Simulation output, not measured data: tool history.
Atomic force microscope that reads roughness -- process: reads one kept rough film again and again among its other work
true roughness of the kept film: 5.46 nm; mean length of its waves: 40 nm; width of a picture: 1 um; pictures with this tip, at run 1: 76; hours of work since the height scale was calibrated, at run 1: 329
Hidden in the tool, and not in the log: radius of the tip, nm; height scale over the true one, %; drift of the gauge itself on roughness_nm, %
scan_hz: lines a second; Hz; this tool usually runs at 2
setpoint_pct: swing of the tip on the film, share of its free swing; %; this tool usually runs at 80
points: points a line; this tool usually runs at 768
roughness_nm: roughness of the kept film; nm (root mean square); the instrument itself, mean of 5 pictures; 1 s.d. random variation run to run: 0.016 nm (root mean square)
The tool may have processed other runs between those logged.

run	hour	scan_hz	setpoint_pct	points	pictures with this tip	hours of work since the height scale was calibrated	roughness_nm
1	0	2	80	768	76	329	3.773
2	16.8	2	80	768	113	341	3.636
3	28	2	80	768	137	348	3.577
4	48.9	2.64	80	768	183	362	3.303
5	70.7	2	80	768	231	377	3.386
6	88.6	2	80	768	270	389	3.309
# hour 107.5: new tip fitted
7	110	2	80	768	6	403	3.883
8	128	2	80	399	45	415	3.793
9	144.3	2	80	768	81	426	3.709
10	166.1	2	80	768	128	441	3.604
11	177.3	2	80	768	153	448	3.56
12	187.6	2	80	768	175	455	3.517
13	209.3	2	80	768	223	470	3.438
14	219.8	1.64	72	267	246	477	3.64
15	231.6	1.64	61	267	272	485	3.771
16	248.1	1.64	61	267	308	496	3.694
# hour 249.9: new tip fitted
17	259.2	1.64	61	322	20	503	4.428
18	277.5	0.83	87	768	60	515	4.077
19	291	2	80	391	90	524	3.683
20	307.2	0.52	87	604	125	535	4.085
21	329	0.52	87	604	173	550	3.943
22	345.1	1.2	69	313	208	560	3.878
23	362.9	1.51	85	368	247	572	3.362
24	373.1	1.51	85	368	269	579	3.314
# hour 391.7: new tip fitted
25	391.7	1.24	83	584	0	591	4.134
26	406.7	1.2	72	509	32	602	4.326

Alternative continuations, all from the tool just after run 26; predict every row:
A	416.2	2	83	768	53	608	?
B	416.2	2.12	72	594	53	608	?
C	416.2	3.73	80	941	53	608	?
D	416.2	1.1	80	509	53	608	?

run	roughness_nm
A	3.692
B	3.992
C	3.281
D	4.111
With the hidden condition removed and each run's random variation left untouched, the same runs would have given:
run	roughness_nm
A	3.848
B	4.161
C	3.419
D	4.284
